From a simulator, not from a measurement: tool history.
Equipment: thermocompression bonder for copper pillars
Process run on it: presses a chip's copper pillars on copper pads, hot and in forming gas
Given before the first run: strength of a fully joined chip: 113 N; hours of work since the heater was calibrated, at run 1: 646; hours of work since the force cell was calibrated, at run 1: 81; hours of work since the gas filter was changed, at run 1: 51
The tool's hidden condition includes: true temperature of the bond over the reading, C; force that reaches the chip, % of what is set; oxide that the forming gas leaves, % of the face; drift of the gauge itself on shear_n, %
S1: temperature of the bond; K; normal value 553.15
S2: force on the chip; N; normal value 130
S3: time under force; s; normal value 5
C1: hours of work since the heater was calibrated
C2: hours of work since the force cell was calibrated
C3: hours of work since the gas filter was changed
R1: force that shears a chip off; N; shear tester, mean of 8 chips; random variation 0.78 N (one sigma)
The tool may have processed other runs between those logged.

run	hour	S1	S2	S3	C1	C2	C3	R1
1	0	553.15	130	5	646	81	51	53.4
2	7	553.15	130	5	650	85	55	54
3	12.1	553.15	130	5	652	87	57	52.8
4	16.2	553.15	130	5	654	89	59	52.4
5	21.5	553.15	130	5	657	92	62	52.7
6	29.5	553.15	143	5	661	96	66	58.4
7	33.6	553.15	130	5	663	98	68	53
8	37.7	553.15	130	5	665	100	70	52.6
9	45.2	553.15	145	5	669	103	74	57.4
10	52	529.15	130	5	672	107	77	41.5
# hour 57.6: heater calibrated with a thermocouple chip
11	60.9	553.15	94	5	2	110	80	37.3
12	66.4	553.15	80	5	4	113	83	30
13	73.6	553.15	130	3	8	116	86	44.2
14	78	553.15	122	5	10	119	89	48.1
15	86.2	553.15	122	5	14	123	93	48.2
16	92.3	553.15	130	5	17	126	96	50.7
# hour 99.4: heater calibrated with a thermocouple chip, once more
17	99.7	553.15	130	5	0	128	98	56.2
18	103.9	553.15	130	5	2	130	100	57.5
19	109.4	553.15	130	5	5	133	103	57.8
20	114.6	525.15	96	5	7	136	106	30.3
21	121.6	525.15	96	5	11	139	109	31
22	127.3	558.15	181	3	14	142	112	67.1
23	134.5	571.15	153	3	17	145	115	63.7
24	138.2	578.15	92	5	19	147	117	51.4
# hour 143: forming gas filter changed
25	145.6	536.15	108	5	22	151	1	41.5
26	154.4	536.15	108	5	27	155	6	40.4
27	160.2	556.15	150	6	30	158	8	74.6
28	168.5	556.15	150	6	34	162	13	72.4
29	176.4	538.15	105	5	38	166	16	41.4
30	182.2	532.15	102	6	40	169	19	39.6
31	190.2	532.15	102	6	44	172	23	40
32	195.5	532.15	102	6	47	175	26	39.9
33	200.1	532.15	102	6	49	177	28	40.8
34	205.5	532.15	102	6	52	180	31	39.9
35	209.2	532.15	102	6	54	182	33	39.9
36	216.7	532.15	102	6	57	186	36	40

Difference, measured minus no-hidden-state, one row per run. Run-to-run variation is common to both terms; the gauge's own scatter need not be:
run	R1
1	-6.9
2	-6.9
3	-6.9
4	-6.9
5	-6.9
6	-7.6
7	-7.3
8	-7.4
9	-7.7
10	-6.9
11	-6.8
12	-5.8
13	-7.8
14	-8.4
15	-8.5
16	-8.8
17	-2.2
18	-2.3
19	-2.4
20	-1.3
21	-1.5
22	-3
23	-3
24	-2.6
25	-0.4
26	-0.4
27	-0.7
28	-0.9
29	-0.8
30	-0.8
31	-0.9
32	-0.9
33	-1
34	-1
35	-1.1
36	-1.2
